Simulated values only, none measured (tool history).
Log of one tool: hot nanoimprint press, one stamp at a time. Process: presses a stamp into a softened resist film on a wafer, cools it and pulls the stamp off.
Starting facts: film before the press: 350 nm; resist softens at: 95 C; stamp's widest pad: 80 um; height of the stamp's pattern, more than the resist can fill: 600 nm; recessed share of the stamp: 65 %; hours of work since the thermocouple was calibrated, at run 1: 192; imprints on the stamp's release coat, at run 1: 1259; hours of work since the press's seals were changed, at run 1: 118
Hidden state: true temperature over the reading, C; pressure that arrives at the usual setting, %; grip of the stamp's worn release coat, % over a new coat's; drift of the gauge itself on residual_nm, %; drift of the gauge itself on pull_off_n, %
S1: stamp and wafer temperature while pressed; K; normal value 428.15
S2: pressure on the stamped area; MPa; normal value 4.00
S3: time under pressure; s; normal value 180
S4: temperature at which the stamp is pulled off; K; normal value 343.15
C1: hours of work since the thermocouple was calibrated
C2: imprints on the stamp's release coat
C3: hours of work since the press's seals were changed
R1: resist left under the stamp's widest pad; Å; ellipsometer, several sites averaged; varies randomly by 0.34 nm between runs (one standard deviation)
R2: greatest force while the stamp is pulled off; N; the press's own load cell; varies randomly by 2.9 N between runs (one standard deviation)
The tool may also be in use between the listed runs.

run	hour	S1	S2	S3	S4	C1	C2	C3	R1	R2
1	0.0	428.15	4.00	180	343.15	192	1259	118	1491	180
2	7.6	428.15	4.00	180	347.15	198	1276	123	1492	172
3	14.5	428.15	4.00	180	343.15	203	1292	128	1490	171
4	25.3	428.15	4.00	180	343.15	211	1317	136	1479	175
5	35.8	428.15	4.00	261	343.15	218	1341	144	1285	180
6	43.2	428.15	3.47	180	343.15	223	1358	149	1587	184
7	51.3	428.15	3.47	180	348.15	229	1376	155	1587	172
8	64.2	428.15	3.47	180	348.15	239	1406	164	1584	171
9	77.6	433.15	4.00	180	343.15	248	1436	174	1223	186
10	86.1	433.15	4.00	180	343.15	255	1456	180	1222	180
11	92.8	433.15	4.00	180	343.15	260	1471	185	1218	183
12	99.2	433.15	4.00	180	343.15	264	1486	190	1221	189
13	106.9	433.15	4.00	180	343.15	270	1503	195	1223	179
14	120.6	433.15	4.00	180	343.15	280	1535	205	1222	188
15	128.7	433.15	4.00	180	343.15	286	1553	211	1219	184
16	136.3	432.15	2.74	180	331.15	291	1570	217	1519	212
17	149.2	432.15	2.74	180	331.15	301	1600	226	1516	224
18	160.7	432.15	2.74	180	331.15	309	1626	234	1508	220
19	172.0	423.15	4.45	147	337.15	317	1652	243	1848	212
20	180.2	432.15	2.70	147	345.15	323	1671	249	1645	189
21	192.4	417.15	2.91	131	329.15	332	1698	257	2670	228
22	202.8	437.15	3.48	113	349.15	339	1722	265	1357	178
23	210.0	428.15	4.99	180	350.15	345	1739	270	1335	178
24	222.7	428.15	3.86	154	345.15	354	1768	279	1601	189
25	230.1	428.15	3.86	154	345.15	359	1784	285	1591	193
26	241.7	428.15	3.86	154	345.15	368	1811	293	1596	194
27	247.8	429.15	4.00	180	348.15	372	1825	298	1427	179
28	262.8	422.15	5.18	180	348.15	383	1859	309	1676	186
29	274.6	428.15	3.13	180	334.15	392	1886	317	1644	221

Per-run results on a tool with no hidden state, each run keeping its own random variation:
run	R1	R2
1	1490	138
2	1491	132
3	1490	130
4	1480	133
5	1286	136
6	1589	139
7	1590	130
8	1587	128
9	1225	138
10	1223	133
11	1220	135
12	1223	140
13	1225	131
14	1224	138
15	1221	134
16	1527	154
17	1524	162
18	1517	158
19	1855	152
20	1655	135
21	2685	162
22	1362	126
23	1338	126
24	1610	133
25	1601	135
26	1605	134
27	1435	125
28	1683	128
29	1659	152

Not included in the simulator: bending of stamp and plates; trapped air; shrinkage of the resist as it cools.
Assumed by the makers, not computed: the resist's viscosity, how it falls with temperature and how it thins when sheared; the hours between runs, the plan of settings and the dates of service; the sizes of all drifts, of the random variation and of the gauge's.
